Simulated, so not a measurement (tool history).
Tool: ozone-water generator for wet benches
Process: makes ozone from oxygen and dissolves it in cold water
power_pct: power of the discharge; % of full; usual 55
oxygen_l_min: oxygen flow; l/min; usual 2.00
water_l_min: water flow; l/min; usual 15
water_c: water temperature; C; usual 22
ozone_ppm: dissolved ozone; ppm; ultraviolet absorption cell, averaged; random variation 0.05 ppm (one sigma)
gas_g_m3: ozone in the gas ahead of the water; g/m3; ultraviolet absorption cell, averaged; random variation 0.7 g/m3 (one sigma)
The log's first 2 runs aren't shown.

run	hour	power_pct	oxygen_l_min	water_l_min	water_c	hours of work since the electrodes were changed	hours of work since the contactor was cleaned	hours of work since the thermometer was calibrated	ozone_ppm	gas_g_m3
3	39.5	55	2.00	15	22	743	7228	1514	7.06	122.7
4	67.0	55	2.00	15	22	770	7255	1541	7.07	122.9
5	88.6	55	2.00	15	22	791	7276	1562	7.05	123.8
6	123.3	63	2.00	15	22	825	7310	1596	7.93	137.7
7	149.2	55	2.00	19	22	850	7336	1621	5.60	122.1
8	183.6	55	2.00	19	22	884	7370	1655	5.63	122.9
9	207.0	55	1.76	15	22	907	7393	1678	7.00	133.1
10	229.3	55	1.76	15	22	929	7414	1700	7.03	131.3
11	263.7	55	2.00	15	22	963	7448	1734	7.07	122.5
12	281.2	55	2.00	15	22	980	7465	1751	7.03	121.9
13	310.6	55	2.00	15	22	1009	7494	1780	7.06	121.9
14	345.3	55	2.00	15	22	1043	7528	1814	7.05	121.0
15	374.0	55	2.00	15	22	1071	7556	1842	7.03	121.6
16	407.2	55	3.59	15	22	1103	7589	1875	6.92	82.7
17	439.0	55	2.00	15	22	1135	7620	1906	7.10	120.5
18	470.5	55	2.00	15	22	1166	7651	1937	7.00	121.1
19	504.8	54	3.40	15	14	1199	7685	1970	7.50	84.9

Forecast run 20:
20	523.5	84	1.05	15	22	1218	7703	1989	?	?

ozone_ppm: 9.46 ppm
gas_g_m3: 264.0 g/m3
Without the tool's hidden state the same run would have given ozone_ppm 9.47 ppm, gas_g_m3 270.0 g/m3.

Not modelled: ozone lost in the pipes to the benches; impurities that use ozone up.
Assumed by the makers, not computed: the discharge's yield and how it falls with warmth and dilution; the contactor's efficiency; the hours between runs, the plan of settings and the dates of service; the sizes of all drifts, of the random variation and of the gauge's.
